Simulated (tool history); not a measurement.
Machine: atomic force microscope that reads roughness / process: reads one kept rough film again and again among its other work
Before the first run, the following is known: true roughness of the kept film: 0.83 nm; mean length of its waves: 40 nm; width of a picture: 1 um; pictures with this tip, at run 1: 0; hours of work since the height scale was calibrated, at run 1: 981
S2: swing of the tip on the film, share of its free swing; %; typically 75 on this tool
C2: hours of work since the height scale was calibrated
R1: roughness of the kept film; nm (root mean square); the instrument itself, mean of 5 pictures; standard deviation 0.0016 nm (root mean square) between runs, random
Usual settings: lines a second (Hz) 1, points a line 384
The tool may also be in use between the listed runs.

run 1 hour=0 | lines_a_second_(Hz)=1 S2=75 points_a_line=384 | pictures_with_this_tip=0 C2=981 | R1=0.809
run 2 hour=34.7 | lines_a_second_(Hz)=1 S2=75 points_a_line=384 | pictures_with_this_tip=70 C2=1005 | R1=0.794
run 3 hour=49.8 | lines_a_second_(Hz)=1 S2=75 points_a_line=384 | pictures_with_this_tip=101 C2=1016 | R1=0.788
-- hour=57.3 new tip fitted
run 4 hour=77.6 | lines_a_second_(Hz)=1 S2=75 points_a_line=384 | pictures_with_this_tip=41 C2=1035 | R1=0.8
run 5 hour=106.1 | lines_a_second_(Hz)=1 S2=75 points_a_line=384 | pictures_with_this_tip=98 C2=1055 | R1=0.789
-- hour=114 new tip fitted
run 6 hour=129.6 | lines_a_second_(Hz)=1 S2=75 points_a_line=384 | pictures_with_this_tip=32 C2=1071 | R1=0.8
run 7 hour=145.6 | lines_a_second_(Hz)=1 S2=75 points_a_line=384 | pictures_with_this_tip=64 C2=1082 | R1=0.797
-- hour=170.7 new tip fitted
run 8 hour=175.8 | lines_a_second_(Hz)=1 S2=75 points_a_line=384 | pictures_with_this_tip=10 C2=1103 | R1=0.809
run 9 hour=199.1 | lines_a_second_(Hz)=1 S2=75 points_a_line=384 | pictures_with_this_tip=57 C2=1119 | R1=0.797
-- hour=227.7 new tip fitted
-- hour=228.7 height scale calibrated on a step standard
run 10 hour=234.7 | lines_a_second_(Hz)=1 S2=75 points_a_line=384 | pictures_with_this_tip=12 C2=4 | R1=0.792
run 11 hour=257.3 | lines_a_second_(Hz)=1 S2=75 points_a_line=384 | pictures_with_this_tip=57 C2=20 | R1=0.785
run 12 hour=273.2 | lines_a_second_(Hz)=1 S2=75 points_a_line=384 | pictures_with_this_tip=89 C2=31 | R1=0.779
-- hour=285.4 new tip fitted
run 13 hour=303.3 | lines_a_second_(Hz)=1 S2=75 points_a_line=362 | pictures_with_this_tip=36 C2=51 | R1=0.786
run 14 hour=325.2 | lines_a_second_(Hz)=3.28 S2=75 points_a_line=384 | pictures_with_this_tip=80 C2=67 | R1=0.739
-- hour=343.4 new tip fitted
run 15 hour=344.2 | lines_a_second_(Hz)=3.28 S2=75 points_a_line=384 | pictures_with_this_tip=2 C2=80 | R1=0.756
run 16 hour=380 | lines_a_second_(Hz)=3.28 S2=75 points_a_line=384 | pictures_with_this_tip=74 C2=104 | R1=0.739
-- hour=400.9 new tip fitted
run 17 hour=409.6 | lines_a_second_(Hz)=3.28 S2=75 points_a_line=384 | pictures_with_this_tip=17 C2=125 | R1=0.752
run 18 hour=428.5 | lines_a_second_(Hz)=1 S2=59 points_a_line=384 | pictures_with_this_tip=55 C2=138 | R1=0.801
run 19 hour=446.2 | lines_a_second_(Hz)=1 S2=59 points_a_line=384 | pictures_with_this_tip=91 C2=150 | R1=0.791
-- hour=458.8 new tip fitted
run 20 hour=461.9 | lines_a_second_(Hz)=1 S2=59 points_a_line=384 | pictures_with_this_tip=6 C2=161 | R1=0.81
run 21 hour=482.3 | lines_a_second_(Hz)=1 S2=59 points_a_line=384 | pictures_with_this_tip=47 C2=175 | R1=0.803
run 22 hour=502.5 | lines_a_second_(Hz)=1 S2=59 points_a_line=384 | pictures_with_this_tip=88 C2=189 | R1=0.794
-- hour=516.7 new tip fitted
run 23 hour=522.2 | lines_a_second_(Hz)=1 S2=59 points_a_line=384 | pictures_with_this_tip=11 C2=202 | R1=0.806
run 24 hour=547.3 | lines_a_second_(Hz)=1.19 S2=75 points_a_line=384 | pictures_with_this_tip=62 C2=219 | R1=0.779
-- hour=573.5 new tip fitted
run 25 hour=577.7 | lines_a_second_(Hz)=1.19 S2=75 points_a_line=384 | pictures_with_this_tip=8 C2=240 | R1=0.793
run 26 hour=597.9 | lines_a_second_(Hz)=0.89 S2=57 points_a_line=800 | pictures_with_this_tip=49 C2=254 | R1=0.805
-- hour=629.9 new tip fitted
run 27 hour=634.7 | lines_a_second_(Hz)=1 S2=75 points_a_line=759 | pictures_with_this_tip=9 C2=279 | R1=0.802
run 28 hour=662.6 | lines_a_second_(Hz)=1 S2=65 points_a_line=759 | pictures_with_this_tip=66 C2=299 | R1=0.797
-- hour=686.6 new tip fitted
run 29 hour=688 | lines_a_second_(Hz)=0.81 S2=80 points_a_line=346 | pictures_with_this_tip=3 C2=316 | R1=0.798
run 30 hour=703.6 | lines_a_second_(Hz)=0.81 S2=80 points_a_line=346 | pictures_with_this_tip=34 C2=327 | R1=0.79
run 31 hour=721.5 | lines_a_second_(Hz)=0.81 S2=80 points_a_line=346 | pictures_with_this_tip=70 C2=339 | R1=0.783
run 32 hour=741.8 | lines_a_second_(Hz)=0.81 S2=80 points_a_line=346 | pictures_with_this_tip=111 C2=354 | R1=0.776
-- hour=744.5 new tip fitted
run 33 hour=775.2 | lines_a_second_(Hz)=2.32 S2=85 points_a_line=799 | pictures_with_this_tip=62 C2=376 | R1=0.736
run 34 hour=799.2 | lines_a_second_(Hz)=2.32 S2=62 points_a_line=559 | pictures_with_this_tip=110 C2=393 | R1=0.778
-- hour=802.7 new tip fitted
run 35 hour=832.1 | lines_a_second_(Hz)=0.79 S2=65 points_a_line=554 | pictures_with_this_tip=59 C2=416 | R1=0.801
run 36 hour=850.9 | lines_a_second_(Hz)=0.5 S2=77 points_a_line=258 | pictures_with_this_tip=97 C2=429 | R1=0.784
-- hour=862 new tip fitted
run 37 hour=881.8 | lines_a_second_(Hz)=0.5 S2=77 points_a_line=258 | pictures_with_this_tip=39 C2=450 | R1=0.795
run 38 hour=898.8 | lines_a_second_(Hz)=0.5 S2=77 points_a_line=258 | pictures_with_this_tip=74 C2=462 | R1=0.79
-- hour=919.3 new tip fitted
run 39 hour=923.5 | lines_a_second_(Hz)=0.5 S2=77 points_a_line=258 | pictures_with_this_tip=8 C2=478 | R1=0.805
run 40 hour=945.3 | lines_a_second_(Hz)=1.45 S2=73 points_a_line=345 | pictures_with_this_tip=52 C2=494 | R1=0.783
run 41 hour=960.2 | lines_a_second_(Hz)=1.45 S2=73 points_a_line=345 | pictures_with_this_tip=82 C2=504 | R1=0.776
-- hour=977.9 new tip fitted
run 42 hour=994.1 | lines_a_second_(Hz)=1 S2=75 points_a_line=509 | pictures_with_this_tip=33 C2=527 | R1=0.794
run 43 hour=1018 | lines_a_second_(Hz)=2.99 S2=68 points_a_line=535 | pictures_with_this_tip=81 C2=544 | R1=0.766
run 44 hour=1033.4 | lines_a_second_(Hz)=2.99 S2=68 points_a_line=535 | pictures_with_this_tip=112 C2=554 | R1=0.76
-- hour=1035.9 new tip fitted
run 45 hour=1060 | lines_a_second_(Hz)=2.99 S2=66 points_a_line=737 | pictures_with_this_tip=49 C2=572 | R1=0.781
run 46 hour=1084.8 | lines_a_second_(Hz)=2.99 S2=66 points_a_line=737 | pictures_with_this_tip=99 C2=590 | R1=0.771
-- hour=1094.7 new tip fitted
run 47 hour=1115.3 | lines_a_second_(Hz)=2.99 S2=66 points_a_line=737 | pictures_with_this_tip=41 C2=611 | R1=0.78
run 48 hour=1137.6 | lines_a_second_(Hz)=2.99 S2=66 points_a_line=737 | pictures_with_this_tip=86 C2=626 | R1=0.774
-- hour=1152.3 new tip fitted
run 49 hour=1173.3 | lines_a_second_(Hz)=0.99 S2=75 points_a_line=522 | pictures_with_this_tip=42 C2=650 | R1=0.798
-- hour=1210 new tip fitted
run 50 hour=1210 | lines_a_second_(Hz)=1.3 S2=76 points_a_line=384 | pictures_with_this_tip=0 C2=676 | R1=0.795

Below are 4 alternative next runs, each starting from the tool's condition after run 50. Predict each:
run A hour=1226.9 | lines_a_second_(Hz)=1 S2=87 points_a_line=384 | pictures_with_this_tip=34 C2=687 | R1=?
run B hour=1226.9 | lines_a_second_(Hz)=1.3 S2=89 points_a_line=384 | pictures_with_this_tip=34 C2=687 | R1=?
run C hour=1226.9 | lines_a_second_(Hz)=3.54 S2=75 points_a_line=321 | pictures_with_this_tip=34 C2=687 | R1=?
run D hour=1226.9 | lines_a_second_(Hz)=3.91 S2=63 points_a_line=294 | pictures_with_this_tip=34 C2=687 | R1=?

run=A R1=0.781
run=B R1=0.768
run=C R1=0.746
run=D R1=0.779
With no hidden state in the tool, these same runs would have given:
run=A R1=0.782
run=B R1=0.769
run=C R1=0.747
run=D R1=0.78

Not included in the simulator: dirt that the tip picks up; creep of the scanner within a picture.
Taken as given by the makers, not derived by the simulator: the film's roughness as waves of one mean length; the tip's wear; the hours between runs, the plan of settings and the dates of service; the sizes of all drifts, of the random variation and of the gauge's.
